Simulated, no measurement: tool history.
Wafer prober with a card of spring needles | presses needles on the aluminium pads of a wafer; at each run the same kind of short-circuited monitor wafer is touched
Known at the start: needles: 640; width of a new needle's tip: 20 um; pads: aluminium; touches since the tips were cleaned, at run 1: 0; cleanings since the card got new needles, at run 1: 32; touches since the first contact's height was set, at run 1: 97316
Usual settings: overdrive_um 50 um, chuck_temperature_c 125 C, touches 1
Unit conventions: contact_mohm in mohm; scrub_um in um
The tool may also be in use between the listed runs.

run   hour  overdrive_um  chuck_temperature_c  touches  touches since the tips were cleaned  cleanings since the card got new needles  touches since the first contact's height was set  contact_mohm  scrub_um
  1    0.0            50                  125        1                                    0                                        32                                             97316           299     11.45
      13.3  -- tips cleaned on abrasive film
  2   19.0            32                  125        1                                 1151                                        33                                            101087           685      6.79
      26.3  -- tips cleaned on abrasive film
      40.5  -- tips cleaned on abrasive film
  3   45.6            32                   70        1                                 1028                                        35                                            106340           686      6.72
      53.5  -- tips cleaned on abrasive film
      66.6  -- tips cleaned on abrasive film
  4   71.4            32                   70        1                                  948                                        37                                            111428           692      6.54
      79.7  -- tips cleaned on abrasive film
  5   90.0            32                   70        1                                 2047                                        38                                            115105           903      6.77
      93.5  -- tips cleaned on abrasive film
     107.7  -- tips cleaned on abrasive film
  6  112.2            32                   70        1                                  901                                        40                                            119496           635      6.62
     121.5  -- tips cleaned on abrasive film
  7  133.2            33                  125        1                                 2319                                        41                                            123645           882      6.96
     135.6  -- tips cleaned on abrasive film
     148.8  -- tips cleaned on abrasive film
  8  151.3            33                  125        1                                  510                                        43                                            127227           574      6.80
     162.0  -- tips cleaned on abrasive film
  9  162.3            33                  125        1                                   54                                        44                                            129391           393      7.00
     176.0  -- tips cleaned on abrasive film
 10  188.1            58                  125        1                                 2395                                        45                                            134501           456     12.95
     190.0  -- tips cleaned on abrasive film
     204.0  -- tips cleaned on abrasive film
 11  205.7            58                  125        1                                  339                                        47                                            137960           341     12.95
     217.5  -- tips cleaned on abrasive film
     231.5  -- tips cleaned on abrasive film
 12  231.5            50                  125        2                                    2                                        49                                            143062           300     10.58
     246.3  -- tips cleaned on abrasive film
 13  246.7            50                  125        1                                   79                                        50                                            146078           317     10.77
     260.0  -- tips cleaned on abrasive film
 14  262.1            50                   49        1                                  400                                        51                                            149109           356     10.63
     273.5  -- tips cleaned on abrasive film
 15  274.3            54                   82        2                                  161                                        52                                            151537           294     11.70
     287.6  -- tips cleaned on abrasive film
 16  291.1            50                   65        2                                  698                                        53                                            154844           352     10.67
     301.0  -- tips cleaned on abrasive film
 17  301.9            34                  120        3                                  176                                        54                                            156983           356      6.76
     314.4  -- tips cleaned on abrasive film
 18  326.7            67                   83        3                                 2435                                        55                                            161891           316     14.63
     328.8  -- tips cleaned on abrasive film
     342.5  -- tips cleaned on abrasive film
 19  346.3            54                   36        2                                  756                                        57                                            165770           341     11.51
     355.7  -- tips cleaned on abrasive film
     369.4  -- tips cleaned on abrasive film
 20  370.6            50                   38        1                                  231                                        59                                            170559           336     10.36
     383.2  -- tips cleaned on abrasive film
 21  386.1            33                   43        1                                  573                                        60                                            173624           601      6.27
     397.5  -- tips cleaned on abrasive film
 22  402.9            33                   43        1                                 1074                                        61                                            176955           815      6.41
     411.7  -- tips cleaned on abrasive film
     425.6  -- tips cleaned on abrasive film
 23  425.6            50                   40        1                                    0                                        63                                            181424           299     10.40
     440.1  -- tips cleaned on abrasive film
 24  450.5            50                   28        1                                 2070                                        64                                            186359           553     10.34
     454.9  -- tips cleaned on abrasive film
     468.0  -- tips cleaned on abrasive film
 25  474.3            50                   54        2                                 1255                                        66                                            191067           408     10.28
     482.1  -- tips cleaned on abrasive film
 26  494.7            50                  125        2                                 2511                                        67                                            195103           469     10.25

Below are 5 alternative next runs, each starting from the tool's condition after run 26. Predict each:
     496.7  -- tips cleaned on abrasive film
     511.1  -- tips cleaned on abrasive film
  A  518.2            50                   76        2                                 1410                                        69                                            199743             ?         ?
     496.7  -- tips cleaned on abrasive film
     511.1  -- tips cleaned on abrasive film
  B  518.2            50                   32        1                                 1410                                        69                                            199743             ?         ?
     496.7  -- tips cleaned on abrasive film
     511.1  -- tips cleaned on abrasive film
  C  518.2            50                   49        2                                 1410                                        69                                            199743             ?         ?
     496.7  -- tips cleaned on abrasive film
     511.1  -- tips cleaned on abrasive film
  D  518.2            56                  125        1                                 1410                                        69                                            199743             ?         ?
     496.7  -- tips cleaned on abrasive film
     511.1  -- tips cleaned on abrasive film
  E  518.2            52                  125        1                                 1410                                        69                                            199743             ?         ?

run  contact_mohm  scrub_um
  A           434     10.14
  B           533     10.12
  C           423     10.23
  D           468     11.76
  E           498     10.79
Stripped of hidden state, with their random variation kept, the same runs would have yielded:
run  contact_mohm  scrub_um
  A           268     12.08
  B           252     12.09
  C           254     12.18
  D           277     13.70
  E           276     12.74
